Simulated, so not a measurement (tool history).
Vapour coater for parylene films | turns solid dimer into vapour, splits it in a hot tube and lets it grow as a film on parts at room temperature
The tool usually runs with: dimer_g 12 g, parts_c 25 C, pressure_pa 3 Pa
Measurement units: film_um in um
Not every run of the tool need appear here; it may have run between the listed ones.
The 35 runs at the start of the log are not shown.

Run 36, day 24.458: usual settings but dimer_g 20 g, parts_c 22 C, pressure_pa 4.05 Pa. Result: film_um 4.6 um.
Run 37, day 24.962: usual settings but dimer_g 20 g, parts_c 24 C, pressure_pa 8.71 Pa. Result: film_um 3.73 um.
Run 38, day 25.95: usual settings but dimer_g 20 g, parts_c 24 C, pressure_pa 8.71 Pa. Result: film_um 3.77 um.
Run 39, day 26.492: usual settings but parts_c 20 C. Result: film_um 3.16 um.
Run 40, day 27.379: usual settings but dimer_g 11 g, pressure_pa 2.21 Pa. Result: film_um 2.65 um.
Run 41, day 28.388: usual settings but dimer_g 6 g, parts_c 28 C, pressure_pa 3.4 Pa. Result: film_um 1.2 um.
Run 42, day 29.15: usual settings but dimer_g 8 g, parts_c 26 C, pressure_pa 3.48 Pa. Result: film_um 1.7 um.
Run 43, day 29.733: usual settings but dimer_g 7 g, parts_c 33 C, pressure_pa 3.35 Pa. Result: film_um 1.19 um.
Run 44, day 30.567: usual settings but parts_c 18 C, pressure_pa 4.04 Pa. Result: film_um 3.07 um.
Run 45, day 31.475: usual settings but dimer_g 5 g, parts_c 34 C, pressure_pa 11.63 Pa. Result: film_um 0.61 um.
Run 46, day 32.3: usual settings but dimer_g 5 g, pressure_pa 9.58 Pa. Result: film_um 0.81 um.
Run 47, day 32.929: usual settings but dimer_g 6 g, parts_c 22 C, pressure_pa 8.54 Pa. Result: film_um 1.15 um.
Run 48, day 33.85: usual settings but dimer_g 7 g, pressure_pa 6.74 Pa. Result: film_um 1.32 um.

Below are 3 alternative next runs, each starting from the tool's condition after run 48. Predict each:
Run A, day 34.471: usual settings but parts_c 37 C, pressure_pa 2.26 Pa. Result: film_um ?.
Run B, day 34.471: usual settings but dimer_g 20 g, parts_c 23 C, pressure_pa 10.81 Pa. Result: film_um ?.
Run C, day 34.471: usual settings but dimer_g 8 g, pressure_pa 2.92 Pa. Result: film_um ?.

run  film_um
  A     1.96
  B     3.59
  C     1.74
Had the tool no hidden state, the same runs would have come out as:
run  film_um
  A     2.03
  B      3.7
  C      1.8
